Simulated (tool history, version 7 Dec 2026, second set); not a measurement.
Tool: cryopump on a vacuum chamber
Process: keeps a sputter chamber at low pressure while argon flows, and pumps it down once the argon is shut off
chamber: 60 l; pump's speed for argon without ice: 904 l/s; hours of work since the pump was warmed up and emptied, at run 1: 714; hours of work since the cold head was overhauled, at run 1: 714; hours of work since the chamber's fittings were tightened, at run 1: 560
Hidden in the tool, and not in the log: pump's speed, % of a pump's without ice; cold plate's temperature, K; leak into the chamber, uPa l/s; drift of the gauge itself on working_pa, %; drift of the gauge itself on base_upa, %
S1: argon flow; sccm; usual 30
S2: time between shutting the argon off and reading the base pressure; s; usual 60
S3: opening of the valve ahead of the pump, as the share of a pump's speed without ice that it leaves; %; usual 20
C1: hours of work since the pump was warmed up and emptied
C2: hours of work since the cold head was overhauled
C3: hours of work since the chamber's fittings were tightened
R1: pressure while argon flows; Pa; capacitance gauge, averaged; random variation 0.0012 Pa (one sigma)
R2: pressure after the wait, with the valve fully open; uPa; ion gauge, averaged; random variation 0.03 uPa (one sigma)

{"run": 1, "day": 0.0, "S1": 30, "S2": 60, "S3": 20, "C1": 714, "C2": 714, "C3": 560, "R1": 0.298, "R2": 2.03}
{"run": 2, "day": 0.754, "S1": 30, "S2": 38, "S3": 20, "C1": 729, "C2": 729, "C3": 574, "R1": 0.2986, "R2": 2.68}
{"run": 3, "day": 1.325, "S1": 30, "S2": 60, "S3": 29, "C1": 739, "C2": 739, "C3": 585, "R1": 0.2115, "R2": 2.1}
{"run": 4, "day": 2.146, "S1": 30, "S2": 60, "S3": 29, "C1": 755, "C2": 755, "C3": 601, "R1": 0.2122, "R2": 2.14}
{"run": 5, "day": 3.071, "S1": 30, "S2": 60, "S3": 29, "C1": 772, "C2": 772, "C3": 618, "R1": 0.2126, "R2": 2.14}
{"run": 6, "day": 3.971, "S1": 30, "S2": 60, "S3": 25, "C1": 789, "C2": 789, "C3": 635, "R1": 0.2431, "R2": 2.15}
{"run": 7, "day": 5.067, "S1": 30, "S2": 60, "S3": 25, "C1": 809, "C2": 809, "C3": 655, "R1": 0.2432, "R2": 2.16}
{"run": 8, "day": 6.004, "S1": 30, "S2": 60, "S3": 25, "C1": 827, "C2": 827, "C3": 673, "R1": 0.2444, "R2": 2.12}
{"run": 9, "day": 7.179, "S1": 30, "S2": 60, "S3": 25, "C1": 849, "C2": 849, "C3": 695, "R1": 0.2452, "R2": 2.17}
{"run": 10, "day": 8.392, "S1": 30, "S2": 60, "S3": 25, "C1": 872, "C2": 872, "C3": 718, "R1": 0.2462, "R2": 2.23}
{"day": 9.15, "done": "pump warmed up, emptied and cooled again"}
{"run": 11, "day": 9.912, "S1": 32, "S2": 60, "S3": 20, "C1": 14, "C2": 896, "C3": 742, "R1": 0.3008, "R2": 1.96}
{"run": 12, "day": 10.55, "S1": 56, "S2": 60, "S3": 20, "C1": 26, "C2": 908, "C3": 754, "R1": 0.5255, "R2": 1.9}
{"run": 13, "day": 11.629, "S1": 30, "S2": 60, "S3": 20, "C1": 47, "C2": 929, "C3": 775, "R1": 0.2829, "R2": 1.97}
{"run": 14, "day": 12.492, "S1": 30, "S2": 60, "S3": 20, "C1": 63, "C2": 945, "C3": 791, "R1": 0.2812, "R2": 1.97}
{"run": 15, "day": 13.808, "S1": 30, "S2": 60, "S3": 20, "C1": 87, "C2": 970, "C3": 815, "R1": 0.2831, "R2": 2.02}
{"run": 16, "day": 15.021, "S1": 30, "S2": 60, "S3": 20, "C1": 110, "C2": 992, "C3": 838, "R1": 0.2805, "R2": 2.02}
{"run": 17, "day": 15.883, "S1": 30, "S2": 60, "S3": 20, "C1": 126, "C2": 1009, "C3": 854, "R1": 0.2858, "R2": 2.06}
{"run": 18, "day": 16.996, "S1": 30, "S2": 245, "S3": 19, "C1": 147, "C2": 1029, "C3": 875, "R1": 0.2955, "R2": 1.2}
{"run": 19, "day": 17.629, "S1": 30, "S2": 245, "S3": 19, "C1": 159, "C2": 1041, "C3": 887, "R1": 0.2995, "R2": 1.2}
{"run": 20, "day": 18.858, "S1": 51, "S2": 60, "S3": 20, "C1": 182, "C2": 1064, "C3": 910, "R1": 0.4822, "R2": 2.13}
{"run": 21, "day": 19.846, "S1": 51, "S2": 60, "S3": 20, "C1": 201, "C2": 1083, "C3": 929, "R1": 0.4852, "R2": 2.14}
{"run": 22, "day": 20.617, "S1": 51, "S2": 60, "S3": 20, "C1": 215, "C2": 1097, "C3": 943, "R1": 0.4849, "R2": 2.04}
{"run": 23, "day": 21.838, "S1": 30, "S2": 136, "S3": 17, "C1": 238, "C2": 1120, "C3": 966, "R1": 0.3353, "R2": 1.47}
{"run": 24, "day": 22.454, "S1": 17, "S2": 37, "S3": 17, "C1": 250, "C2": 1132, "C3": 978, "R1": 0.1892, "R2": 2.86}
{"run": 25, "day": 23.562, "S1": 21, "S2": 113, "S3": 35, "C1": 270, "C2": 1153, "C3": 998, "R1": 0.116, "R2": 1.65}
{"run": 26, "day": 24.5, "S1": 26, "S2": 148, "S3": 27, "C1": 288, "C2": 1170, "C3": 1016, "R1": 0.1847, "R2": 1.54}
{"run": 27, "day": 25.725, "S1": 17, "S2": 148, "S3": 27, "C1": 311, "C2": 1193, "C3": 1039, "R1": 0.1214, "R2": 1.51}
{"run": 28, "day": 26.867, "S1": 59, "S2": 260, "S3": 16, "C1": 332, "C2": 1215, "C3": 1060, "R1": 0.7039, "R2": 1.35}
{"run": 29, "day": 28.021, "S1": 59, "S2": 260, "S3": 16, "C1": 354, "C2": 1236, "C3": 1082, "R1": 0.7014, "R2": 1.38}
{"run": 30, "day": 29.138, "S1": 55, "S2": 44, "S3": 20, "C1": 375, "C2": 1257, "C3": 1103, "R1": 0.5265, "R2": 2.62}
{"run": 31, "day": 30.238, "S1": 55, "S2": 44, "S3": 20, "C1": 396, "C2": 1278, "C3": 1124, "R1": 0.5291, "R2": 2.62}
{"run": 32, "day": 31.017, "S1": 42, "S2": 40, "S3": 41, "C1": 410, "C2": 1292, "C3": 1138, "R1": 0.2027, "R2": 2.87}
{"run": 33, "day": 32.05, "S1": 53, "S2": 214, "S3": 23, "C1": 430, "C2": 1312, "C3": 1158, "R1": 0.4481, "R2": 1.49}
{"run": 34, "day": 33.012, "S1": 30, "S2": 84, "S3": 17, "C1": 448, "C2": 1330, "C3": 1176, "R1": 0.3412, "R2": 2.01}

Some steps in R1 between neighbouring runs. How much of each would the tool show without its hidden state too (settings, what came in, random variation), and how much is left for the hidden state, with any gauge scatter that isn't in both results?
Run 10 -> 11: S1 30 -> 32, S3 25 -> 20, pump warmed up, emptied and cooled again. R1 +0.0546 Pa: hidden state -0.0206, all else +0.0752.
Run 27 -> 28: S1 17 -> 59, S2 148 -> 260, S3 27 -> 16. R1 +0.5825 Pa: hidden state +0.0094, all else +0.5731.
Run 31 -> 32: S1 55 -> 42, S2 44 -> 40, S3 20 -> 41. R1 -0.3264 Pa: hidden state -0.0029, all else -0.3235.
Run 32 -> 33: S1 42 -> 53, S2 40 -> 214, S3 41 -> 23. R1 +0.2454 Pa: hidden state +0.0037, all else +0.2417.
Run 33 -> 34: S1 53 -> 30, S2 214 -> 84, S3 23 -> 17. R1 -0.1069 Pa: hidden state -0.0062, all else -0.1007.

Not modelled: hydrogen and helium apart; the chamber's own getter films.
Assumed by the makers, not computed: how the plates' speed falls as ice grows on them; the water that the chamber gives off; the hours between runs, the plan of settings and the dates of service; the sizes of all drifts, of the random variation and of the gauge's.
